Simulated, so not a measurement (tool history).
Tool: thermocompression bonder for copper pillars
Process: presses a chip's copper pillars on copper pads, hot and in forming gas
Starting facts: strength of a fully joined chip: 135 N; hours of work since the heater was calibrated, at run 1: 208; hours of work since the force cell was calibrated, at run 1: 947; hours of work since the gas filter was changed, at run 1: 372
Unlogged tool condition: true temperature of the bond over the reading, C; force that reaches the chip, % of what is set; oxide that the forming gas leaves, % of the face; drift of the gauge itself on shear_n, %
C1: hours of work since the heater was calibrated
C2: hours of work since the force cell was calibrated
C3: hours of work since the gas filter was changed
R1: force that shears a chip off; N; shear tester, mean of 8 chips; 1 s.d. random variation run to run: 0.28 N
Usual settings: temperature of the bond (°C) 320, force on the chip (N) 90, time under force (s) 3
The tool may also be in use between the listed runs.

Run 1, hour 0: usual settings; C1 208; C2 947; C3 372. Result: R1 49.8 N.
At hour 17: force cell calibrated.
Run 2, hour 34.2: usual settings but time under force (s) 2; C1 232; C2 13; C3 395. Result: R1 42.3 N.
Run 3, hour 49.5: usual settings but time under force (s) 2; C1 243; C2 24; C3 406. Result: R1 42.3 N.
Run 4, hour 78.2: usual settings but time under force (s) 2; C1 264; C2 45; C3 427. Result: R1 42.3 N.
Run 5, hour 93.5: usual settings but time under force (s) 2; C1 275; C2 56; C3 439. Result: R1 42.4 N.
Run 6, hour 127.9: usual settings but time under force (s) 2; C1 300; C2 81; C3 464. Result: R1 42.4 N.
Run 7, hour 153.3: usual settings; C1 319; C2 99; C3 482. Result: R1 49.8 N.
At hour 166.2: forming gas filter changed.
Run 8, hour 176.4: usual settings but temperature of the bond (°C) 323; C1 335; C2 116; C3 7. Result: R1 51 N.
Run 9, hour 198.7: usual settings but temperature of the bond (°C) 306, force on the chip (N) 117, time under force (s) 5; C1 351; C2 132; C3 24. Result: R1 65.5 N.
Run 10, hour 227.1: usual settings but temperature of the bond (°C) 345; C1 372; C2 153; C3 44. Result: R1 60.3 N.
Run 11, hour 262.1: usual settings but temperature of the bond (°C) 304, time under force (s) 8; C1 397; C2 178; C3 70. Result: R1 62.6 N.
Run 12, hour 295.2: usual settings but temperature of the bond (°C) 329, force on the chip (N) 81, time under force (s) 9; C1 422; C2 202; C3 94. Result: R1 73.6 N.
Run 13, hour 319.8: usual settings but temperature of the bond (°C) 295, force on the chip (N) 108, time under force (s) 2; C1 439; C2 220; C3 112. Result: R1 37.9 N.
Run 14, hour 351.8: usual settings but temperature of the bond (°C) 311, force on the chip (N) 67, time under force (s) 2; C1 463; C2 244; C3 135. Result: R1 30 N.

Had the tool no unlogged condition, and each run kept its random variation, what would the results have been?
run    R1
  1  49.9
  2  42.4
  3  42.5
  4  42.5
  5  42.7
  6  42.7
  7  50.3
  8  51.5
  9  66.2
 10  61.1
 11  63.6
 12  74.9
 13  38.6
 14  30.6
